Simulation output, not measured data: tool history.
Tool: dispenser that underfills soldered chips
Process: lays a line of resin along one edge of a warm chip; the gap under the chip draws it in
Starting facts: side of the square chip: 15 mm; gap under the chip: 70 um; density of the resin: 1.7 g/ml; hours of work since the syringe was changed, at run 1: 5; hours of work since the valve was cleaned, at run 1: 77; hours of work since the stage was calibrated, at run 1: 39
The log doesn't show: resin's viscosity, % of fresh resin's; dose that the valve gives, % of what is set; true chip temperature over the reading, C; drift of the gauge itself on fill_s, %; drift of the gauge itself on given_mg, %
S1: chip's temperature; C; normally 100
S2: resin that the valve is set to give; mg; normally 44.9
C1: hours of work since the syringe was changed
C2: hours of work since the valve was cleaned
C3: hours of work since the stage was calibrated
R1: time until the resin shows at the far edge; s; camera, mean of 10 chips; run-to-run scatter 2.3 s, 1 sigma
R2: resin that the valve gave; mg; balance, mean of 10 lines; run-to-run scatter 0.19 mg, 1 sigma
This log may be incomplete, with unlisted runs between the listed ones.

run 1 hour=0.0 | S1=100 S2=44.9 | C1=5 C2=77 C3=39 | R1=338.9 R2=42.55
run 2 hour=6.4 | S1=100 S2=44.9 | C1=9 C2=81 C3=43 | R1=470.3 R2=42.29
-- hour=10.1 new syringe of resin
run 3 hour=11.9 | S1=100 S2=44.9 | C1=1 C2=84 C3=47 | R1=247.9 R2=42.46
run 4 hour=16.8 | S1=100 S2=49.2 | C1=4 C2=87 C3=50 | R1=312.4 R2=46.68
run 5 hour=21.5 | S1=111 S2=44.9 | C1=7 C2=90 C3=53 | R1=295.9 R2=41.88
run 6 hour=25.5 | S1=100 S2=44.9 | C1=10 C2=93 C3=56 | R1=501.2 R2=42.12
-- hour=27.8 new syringe of resin
run 7 hour=30.5 | S1=100 S2=49.9 | C1=2 C2=96 C3=59 | R1=256.5 R2=46.55
run 8 hour=37.3 | S1=90 S2=54.2 | C1=6 C2=100 C3=63 | R1=493.1 R2=50.42
run 9 hour=41.0 | S1=103 S2=48.2 | C1=9 C2=103 C3=65 | R1=411.3 R2=45.00
-- hour=46.0 new syringe of resin
run 10 hour=46.6 | S1=100 S2=55.3 | C1=0 C2=106 C3=69 | R1=233.7 R2=51.55
run 11 hour=52.1 | S1=112 S2=50.1 | C1=4 C2=110 C3=72 | R1=219.3 R2=46.57
run 12 hour=57.8 | S1=100 S2=39.2 | C1=8 C2=113 C3=76 | R1=425.0 R2=36.10
run 13 hour=62.7 | S1=100 S2=39.2 | C1=11 C2=117 C3=79 | R1=559.4 R2=36.35

Estimate the outcome of run 14 from the log above:
-- hour=63.8 new syringe of resin
run 14 hour=66.3 | S1=91 S2=39.2 | C1=2 C2=119 C3=81 | R1=? R2=?

Run 14 yielded R1 359.2 s, R2 36.22 mg.
The same run, on a tool lacking any hidden state, would have yielded R1 300.7 s, R2 39.35 mg.
